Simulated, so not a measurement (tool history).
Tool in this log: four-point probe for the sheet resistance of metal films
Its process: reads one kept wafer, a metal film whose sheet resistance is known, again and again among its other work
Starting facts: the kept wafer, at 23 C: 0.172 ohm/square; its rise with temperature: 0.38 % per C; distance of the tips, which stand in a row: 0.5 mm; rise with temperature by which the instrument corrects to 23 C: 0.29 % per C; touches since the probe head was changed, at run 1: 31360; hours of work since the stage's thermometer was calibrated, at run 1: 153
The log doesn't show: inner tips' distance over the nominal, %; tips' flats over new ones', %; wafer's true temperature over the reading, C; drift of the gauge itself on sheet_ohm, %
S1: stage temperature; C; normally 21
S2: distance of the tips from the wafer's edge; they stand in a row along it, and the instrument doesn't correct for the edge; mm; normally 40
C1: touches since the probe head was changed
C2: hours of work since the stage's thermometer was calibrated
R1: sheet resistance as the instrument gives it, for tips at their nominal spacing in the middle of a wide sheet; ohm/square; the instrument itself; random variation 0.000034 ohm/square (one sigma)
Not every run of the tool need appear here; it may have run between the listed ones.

Run 1, hour 0: usual settings; C1 31360; C2 153. Result: R1 0.17135 ohm/square.
Run 2, hour 12.7: usual settings; C1 31706; C2 159. Result: R1 0.171333 ohm/square.
Run 3, hour 23.3: usual settings but S2 25 mm; C1 31991; C2 164. Result: R1 0.171357 ohm/square.
Run 4, hour 40.1: usual settings but S1 18 C; C1 32448; C2 172. Result: R1 0.170824 ohm/square.
Run 5, hour 62.4: usual settings but S1 20 C; C1 33052; C2 183. Result: R1 0.17114 ohm/square.
Run 6, hour 79.6: usual settings but S1 20 C; C1 33518; C2 191. Result: R1 0.171115 ohm/square.
At hour 81.7: stage's thermometer calibrated.
Run 7, hour 92.1: usual settings but S2 16 mm; C1 33843; C2 5. Result: R1 0.171361 ohm/square.
Run 8, hour 114.4: usual settings but S1 31 C, S2 10 mm; C1 34449; C2 16. Result: R1 0.173015 ohm/square.
Run 9, hour 133: usual settings but S1 33 C, S2 6 mm; C1 34954; C2 25. Result: R1 0.173712 ohm/square.
At hour 135.2: stage's thermometer calibrated, once more.
Run 10, hour 152.9: usual settings but S1 33 C, S2 6 mm; C1 35479; C2 9. Result: R1 0.173708 ohm/square.
Run 11, hour 167.1: usual settings but S1 33 C, S2 6 mm; C1 35865; C2 15. Result: R1 0.173733 ohm/square.
Run 12, hour 190.4: usual settings but S1 33 C, S2 6 mm; C1 36496; C2 27. Result: R1 0.173639 ohm/square.
Run 13, hour 210: usual settings but S1 29 C, S2 5 mm; C1 37028; C2 36. Result: R1 0.173423 ohm/square.
Run 14, hour 224.3: usual settings but S1 18 C, S2 30 mm; C1 37414; C2 43. Result: R1 0.170813 ohm/square.

Each row is a separate what-if for the run after 14, all from the same tool condition, not one after another. Results?
Run A, hour 246.6: usual settings but S1 26 C, S2 61 mm; C1 38019; C2 53. Result: R1 ?.
Run B, hour 246.6: usual settings but S1 29 C, S2 3 mm; C1 38019; C2 53. Result: R1 ?.
Run C, hour 246.6: usual settings but S2 54 mm; C1 38019; C2 53. Result: R1 ?.
Run D, hour 246.6: usual settings but S1 31 C, S2 30 mm; C1 38019; C2 53. Result: R1 ?.

run        R1
  A  0.172009
  B  0.175013
  C  0.171264
  D  0.172821
With the hidden condition removed and each run's random variation left untouched, the same runs would have given:
run        R1
  A  0.172443
  B  0.175454
  C  0.171696
  D  0.173258
